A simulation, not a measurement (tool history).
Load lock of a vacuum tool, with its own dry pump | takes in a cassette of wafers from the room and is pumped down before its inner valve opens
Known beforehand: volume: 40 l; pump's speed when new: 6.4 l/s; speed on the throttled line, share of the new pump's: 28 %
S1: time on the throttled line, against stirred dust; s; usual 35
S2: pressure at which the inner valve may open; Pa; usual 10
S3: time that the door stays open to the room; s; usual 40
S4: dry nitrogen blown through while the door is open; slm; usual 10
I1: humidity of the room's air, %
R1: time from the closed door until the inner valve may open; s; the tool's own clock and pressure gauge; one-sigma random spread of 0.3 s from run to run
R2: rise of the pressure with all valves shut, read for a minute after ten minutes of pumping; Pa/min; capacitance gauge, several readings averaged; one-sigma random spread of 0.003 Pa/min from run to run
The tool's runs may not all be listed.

Run 1, hour 0: usual settings; I1 44.9. Result: R1 87.5 s, R2 0.21 Pa/min.
Run 2, hour 349.6: usual settings; I1 45.6. Result: R1 87.6 s, R2 0.216 Pa/min.
Run 3, hour 995: usual settings; I1 44.1. Result: R1 88.4 s, R2 0.219 Pa/min.
Run 4, hour 1575.6: usual settings; I1 45.8. Result: R1 88.8 s, R2 0.232 Pa/min.
Run 5, hour 2055.3: usual settings; I1 41.6. Result: R1 89.1 s, R2 0.229 Pa/min.
Run 6, hour 2717.9: usual settings; I1 46.2. Result: R1 89.8 s, R2 0.236 Pa/min.
Run 7, hour 3213.7: usual settings; I1 44.5. Result: R1 89.8 s, R2 0.25 Pa/min.
Run 8, hour 3622.3: usual settings; I1 42.1. Result: R1 89.8 s, R2 0.247 Pa/min.
Run 9, hour 4342.4: usual settings but S3 123 s; I1 48.6. Result: R1 90.9 s, R2 0.305 Pa/min.
At hour 4545.7: dry pump taken out, an overhauled one fitted.
Run 10, hour 5004.8: usual settings but S3 123 s; I1 44.7. Result: R1 83.2 s, R2 0.307 Pa/min.
Run 11, hour 5572.1: usual settings but S3 123 s; I1 46.8. Result: R1 82.9 s, R2 0.328 Pa/min.
Run 12, hour 6265.2: usual settings but S3 123 s; I1 45.5. Result: R1 83.8 s, R2 0.329 Pa/min.
Run 13, hour 7004.2: usual settings but S3 123 s; I1 44.7. Result: R1 83.6 s, R2 0.338 Pa/min.
Run 14, hour 7480.3: usual settings but S3 123 s; I1 47.5. Result: R1 84 s, R2 0.347 Pa/min.
Run 15, hour 7997: usual settings but S2 9 Pa; I1 42.5. Result: R1 84.8 s, R2 0.303 Pa/min.
Run 16, hour 8492.8: usual settings but S3 227 s; I1 46.9. Result: R1 84.6 s, R2 0.415 Pa/min.
Run 17, hour 9110: usual settings but S3 227 s; I1 46.4. Result: R1 84.7 s, R2 0.416 Pa/min.
Run 18, hour 9582.1: usual settings but S4 24 slm; I1 45.6. Result: R1 84.7 s, R2 0.331 Pa/min.
Run 19, hour 10282.6: usual settings; I1 44.3. Result: R1 85.4 s, R2 0.341 Pa/min.
Run 20, hour 10721.7: usual settings but S1 40 s, S2 19 Pa; I1 49.9. Result: R1 84.6 s, R2 0.352 Pa/min.
Run 21, hour 11172.1: usual settings but S1 30 s, S2 8 Pa, S3 34 s; I1 46.3. Result: R1 84.1 s, R2 0.36 Pa/min.
Run 22, hour 11735.8: usual settings but S1 30 s, S2 8 Pa, S3 34 s; I1 44.4. Result: R1 84.1 s, R2 0.361 Pa/min.
Run 23, hour 12118.7: usual settings but S1 30 s, S2 8 Pa, S3 34 s; I1 44.9. Result: R1 84 s, R2 0.361 Pa/min.
Run 24, hour 12642.1: usual settings but S1 30 s, S2 8 Pa, S3 34 s, S4 40 slm; I1 43.5. Result: R1 84.5 s, R2 0.36 Pa/min.
Run 25, hour 13210.8: usual settings but S1 49 s, S3 195 s; I1 42.4. Result: R1 95.8 s, R2 0.455 Pa/min.
Run 26, hour 13784.2: usual settings but S1 36 s, S2 11 Pa, S3 195 s; I1 45.4. Result: R1 86.9 s, R2 0.48 Pa/min.
Run 27, hour 14234.2: usual settings but S3 123 s; I1 44.9. Result: R1 87.4 s, R2 0.443 Pa/min.
Run 28, hour 14775.5: usual settings but S1 54 s; I1 44. Result: R1 100.5 s, R2 0.41 Pa/min.

Run 29, settings as shown, results not yet in. Your forecast:
Run 29, hour 15157.8: usual settings but S2 13 Pa, S3 83 s; I1 44.6. Result: R1 ?, R2 ?.

Run 29 produced R1 85.8 s, R2 0.442 Pa/min.
On a tool with no hidden condition, and with the same random variation, this run would have come out at R1 81.6 s, R2 0.059 Pa/min.
